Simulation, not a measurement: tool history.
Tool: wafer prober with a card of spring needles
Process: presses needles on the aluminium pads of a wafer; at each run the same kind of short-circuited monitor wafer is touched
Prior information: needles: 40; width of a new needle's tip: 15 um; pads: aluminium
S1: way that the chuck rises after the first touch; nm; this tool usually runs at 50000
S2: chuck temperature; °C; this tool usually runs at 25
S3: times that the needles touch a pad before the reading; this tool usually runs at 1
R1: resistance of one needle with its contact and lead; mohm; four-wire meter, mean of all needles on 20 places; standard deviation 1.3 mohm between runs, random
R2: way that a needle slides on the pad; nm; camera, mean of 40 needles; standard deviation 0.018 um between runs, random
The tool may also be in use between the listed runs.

| run | day | S1 | S2 | S3 | R1 | R2 |
|---|---|---|---|---|---|---|
| 1 | 0 | 50000 | 25 | 1 | 106 | 6170 |
| 2 | 0.2 | 50000 | 25 | 2 | 105 | 6160 |
|  | 0.408 | tips cleaned on abrasive film |
| 3 | 0.421 | 50000 | 25 | 2 | 102 | 6140 |
| 4 | 0.733 | 38000 | 25 | 1 | 110 | 4650 |
|  | 0.967 | tips cleaned on abrasive film |
| 5 | 1.017 | 38000 | 25 | 1 | 106 | 4660 |
| 6 | 1.342 | 47000 | 25 | 1 | 110 | 5800 |
|  | 1.538 | tips cleaned on abrasive film |
| 7 | 1.671 | 50000 | 25 | 1 | 104 | 6140 |
| 8 | 2.029 | 40000 | 82 | 2 | 115 | 4910 |
|  | 2.104 | tips cleaned on abrasive film |
| 9 | 2.425 | 40000 | 82 | 2 | 113 | 4920 |
|  | 2.667 | tips cleaned on abrasive film |
| 10 | 2.717 | 62000 | 25 | 2 | 99 | 7620 |
| 11 | 2.954 | 39000 | 27 | 1 | 112 | 4830 |
|  | 3.221 | tips cleaned on abrasive film |
| 12 | 3.229 | 39000 | 27 | 1 | 106 | 4740 |
| 13 | 3.512 | 39000 | 27 | 1 | 110 | 4760 |
|  | 3.779 | tips cleaned on abrasive film |
| 14 | 3.846 | 39000 | 27 | 1 | 107 | 4740 |

Alternative continuations, all from the tool just after run 14; predict every row:
| A | 4.121 | 64000 | 109 | 1 | ? | ? |
| B | 4.121 | 32000 | 44 | 2 | ? | ? |
| C | 4.121 | 35000 | 52 | 1 | ? | ? |
| D | 4.121 | 39000 | 34 | 1 | ? | ? |

| run | R1 | R2 |
|---|---|---|
| A | 113 | 7870 |
| B | 113 | 3890 |
| C | 118 | 4270 |
| D | 112 | 4760 |
Without the tool's unlogged condition, the same runs would have read:
| run | R1 | R2 |
|---|---|---|
| A | 109 | 7940 |
| B | 105 | 3960 |
| C | 106 | 4340 |
| D | 102 | 4830 |
